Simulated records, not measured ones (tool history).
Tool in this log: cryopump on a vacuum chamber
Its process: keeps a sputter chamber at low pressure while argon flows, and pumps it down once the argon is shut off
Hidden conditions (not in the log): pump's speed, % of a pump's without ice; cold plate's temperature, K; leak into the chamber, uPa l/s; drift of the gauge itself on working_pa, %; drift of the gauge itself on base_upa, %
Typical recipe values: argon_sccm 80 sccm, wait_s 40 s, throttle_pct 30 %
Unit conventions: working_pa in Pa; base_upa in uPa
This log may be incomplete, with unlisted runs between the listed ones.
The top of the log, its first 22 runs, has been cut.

| run | hour | argon_sccm | wait_s | throttle_pct | hours of work since the pump was warmed up and emptied | hours of work since the cold head was overhauled | hours of work since the chamber's fittings were tightened | working_pa | base_upa |
|---|---|---|---|---|---|---|---|---|---|
| 23 | 225.3 | 80 | 207 | 30 | 371 | 371 | 1212 | 0.3463 | 1.35 |
| 24 | 238.6 | 117 | 20 | 16 | 378 | 378 | 1218 | 0.9227 | 6.10 |
| 25 | 246.2 | 80 | 92 | 35 | 381 | 381 | 1222 | 0.2976 | 1.93 |
| 26 | 261.6 | 80 | 107 | 30 | 388 | 388 | 1229 | 0.3478 | 1.81 |
| 27 | 273.4 | 42 | 180 | 33 | 394 | 394 | 1234 | 0.1677 | 1.46 |
| 28 | 282.2 | 70 | 295 | 22 | 398 | 398 | 1239 | 0.4073 | 1.21 |
| 29 | 288.6 | 120 | 24 | 45 | 401 | 401 | 1242 | 0.3560 | 5.30 |
| 30 | 296.3 | 80 | 248 | 21 | 404 | 404 | 1245 | 0.4868 | 1.29 |
| 31 | 307.1 | 80 | 213 | 51 | 409 | 409 | 1250 | 0.2129 | 1.36 |
| 32 | 322.0 | 49 | 123 | 18 | 416 | 416 | 1257 | 0.3450 | 1.75 |
| 33 | 330.5 | 110 | 50 | 24 | 420 | 420 | 1261 | 0.5889 | 2.97 |
| 34 | 341.2 | 80 | 50 | 17 | 425 | 425 | 1266 | 0.6008 | 3.01 |

Consider 3 possible next runs. They are alternatives, not a sequence: every one starts from the tool as it was left by run 34. What does each give?
| A | 353.0 | 92 | 26 | 23 | 431 | 431 | 1271 | ? | ? |
| B | 353.0 | 80 | 21 | 30 | 431 | 431 | 1271 | ? | ? |
| C | 353.0 | 45 | 40 | 30 | 431 | 431 | 1271 | ? | ? |

| run | working_pa | base_upa |
|---|---|---|
| A | 0.5140 | 4.82 |
| B | 0.3491 | 5.92 |
| C | 0.1968 | 3.51 |
The same runs, with their run-to-run variation unchanged, on a tool lacking any hidden condition would have given:
| run | working_pa | base_upa |
|---|---|---|
| A | 0.4885 | 4.14 |
| B | 0.3268 | 5.22 |
| C | 0.1842 | 2.81 |
